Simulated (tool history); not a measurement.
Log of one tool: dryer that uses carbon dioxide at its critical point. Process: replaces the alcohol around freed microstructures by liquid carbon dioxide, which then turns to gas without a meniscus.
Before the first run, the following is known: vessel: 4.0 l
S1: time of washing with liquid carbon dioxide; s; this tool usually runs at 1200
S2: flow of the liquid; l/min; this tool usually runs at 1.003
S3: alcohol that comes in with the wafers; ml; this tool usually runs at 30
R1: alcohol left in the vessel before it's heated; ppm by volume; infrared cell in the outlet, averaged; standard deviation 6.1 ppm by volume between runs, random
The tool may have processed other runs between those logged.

run,hour,S1,S2,S3,R1
1,0.0,1200,1.003,30,321
2,5.2,1200,1.003,30,332
3,11.9,1200,1.003,30,308
4,19.8,1200,1.003,30,324
5,27.6,1200,1.003,30,334
6,31.8,1200,1.003,30,317
7,36.9,1200,1.003,30,332
8,41.1,1200,1.003,30,327
9,47.0,1200,1.003,30,320
10,55.6,1200,1.080,30,277
11,60.9,1200,1.080,30,281
12,64.8,1200,1.080,30,272
# hour 69.5: inlet filter changed
13,72.6,1200,1.003,30,280
14,76.6,1200,1.003,30,280
15,84.7,1200,0.760,30,583
16,90.9,1200,0.760,30,573
17,99.8,1200,1.680,30,87
18,108.1,840,1.003,30,720
19,115.0,840,1.003,30,725
20,119.6,1200,0.990,30,314
21,126.3,1200,0.990,30,308
22,134.4,1200,0.990,30,310
23,141.3,1200,0.990,30,326
24,149.7,1200,0.990,30,315
25,156.7,1080,0.720,20,602
26,165.3,1140,1.000,20,275
27,174.0,1020,0.930,30,568
28,179.4,1020,0.930,30,560
29,186.1,1200,1.003,95,824
30,191.4,900,1.003,68,1364
31,198.4,720,1.040,30,971
32,206.5,780,0.770,30,1399
33,210.8,900,1.003,30,653
34,218.0,1080,1.003,27,392
35,225.5,1200,1.003,36,376
36,229.3,840,1.240,89,1295
37,237.3,1200,0.670,30,790
38,246.0,1320,0.730,22,426
39,250.9,1260,1.260,22,147
40,259.7,1560,1.010,37,206
41,266.9,840,1.003,107,2634
42,273.2,1200,0.990,30,351
43,278.6,1200,0.990,30,359
44,283.2,1560,1.180,43,153
45,291.9,1020,1.260,68,587
46,297.8,1020,1.260,68,577
47,304.1,1740,1.260,34,116

What if the next run were any one of these 4? Each begins from the tool's condition after run 47:
A,310.8,1740,1.260,114,?
B,310.8,1020,1.090,30,?
C,310.8,1020,1.260,24,?
D,310.8,1080,1.003,106,?

run,R1
A,160
B,437
C,264
D,1386
Without the tool's hidden state the same runs would have given:
run,R1
A,50
B,299
C,146
D,1130

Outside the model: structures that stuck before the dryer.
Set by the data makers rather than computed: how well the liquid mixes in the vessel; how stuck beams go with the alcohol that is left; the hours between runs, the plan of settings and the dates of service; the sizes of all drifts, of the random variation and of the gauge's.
